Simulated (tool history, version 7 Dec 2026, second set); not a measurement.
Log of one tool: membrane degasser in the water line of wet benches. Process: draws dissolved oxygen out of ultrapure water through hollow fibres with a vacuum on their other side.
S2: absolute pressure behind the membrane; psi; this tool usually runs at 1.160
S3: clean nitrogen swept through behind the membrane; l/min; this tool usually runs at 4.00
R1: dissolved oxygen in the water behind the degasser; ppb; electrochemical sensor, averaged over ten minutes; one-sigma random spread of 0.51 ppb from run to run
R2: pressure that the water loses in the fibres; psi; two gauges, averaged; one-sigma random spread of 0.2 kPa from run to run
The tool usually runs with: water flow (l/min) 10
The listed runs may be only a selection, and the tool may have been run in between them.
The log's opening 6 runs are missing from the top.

run 7 hour=196.8 | water_flow_(l/min)=10 S2=1.160 S3=4.00 | R1=40.8 R2=6.173
run 8 hour=229.6 | water_flow_(l/min)=10 S2=1.160 S3=4.00 | R1=40.9 R2=6.128
run 9 hour=253.3 | water_flow_(l/min)=10 S2=1.160 S3=4.00 | R1=40.9 R2=6.170
run 10 hour=295.2 | water_flow_(l/min)=10 S2=2.835 S3=4.00 | R1=111.4 R2=6.109
run 11 hour=340.2 | water_flow_(l/min)=10 S2=1.160 S3=9.29 | R1=24.9 R2=6.118
run 12 hour=383.4 | water_flow_(l/min)=10 S2=1.160 S3=9.29 | R1=24.3 R2=6.144
run 13 hour=411.8 | water_flow_(l/min)=10 S2=1.160 S3=6.55 | R1=30.0 R2=6.142
run 14 hour=446.4 | water_flow_(l/min)=10 S2=1.160 S3=11.47 | R1=21.8 R2=6.135
run 15 hour=477.8 | water_flow_(l/min)=10 S2=1.160 S3=4.00 | R1=40.7 R2=6.167
run 16 hour=506.9 | water_flow_(l/min)=10 S2=1.160 S3=4.00 | R1=41.4 R2=6.179
run 17 hour=556.8 | water_flow_(l/min)=10 S2=1.160 S3=1.91 | R1=72.4 R2=6.141
run 18 hour=598.1 | water_flow_(l/min)=13 S2=1.823 S3=3.23 | R1=133.1 R2=8.029

What will run 19 give?
run 19 hour=628.4 | water_flow_(l/min)=13 S2=1.160 S3=2.57 | R1=? R2=?

Run 19 came out at R1 101.6 ppb, R2 8.079 psi.
If the tool had no hidden condition, the same run with the same run-to-run variation would have returned R1 101.3 ppb, R2 7.987 psi.
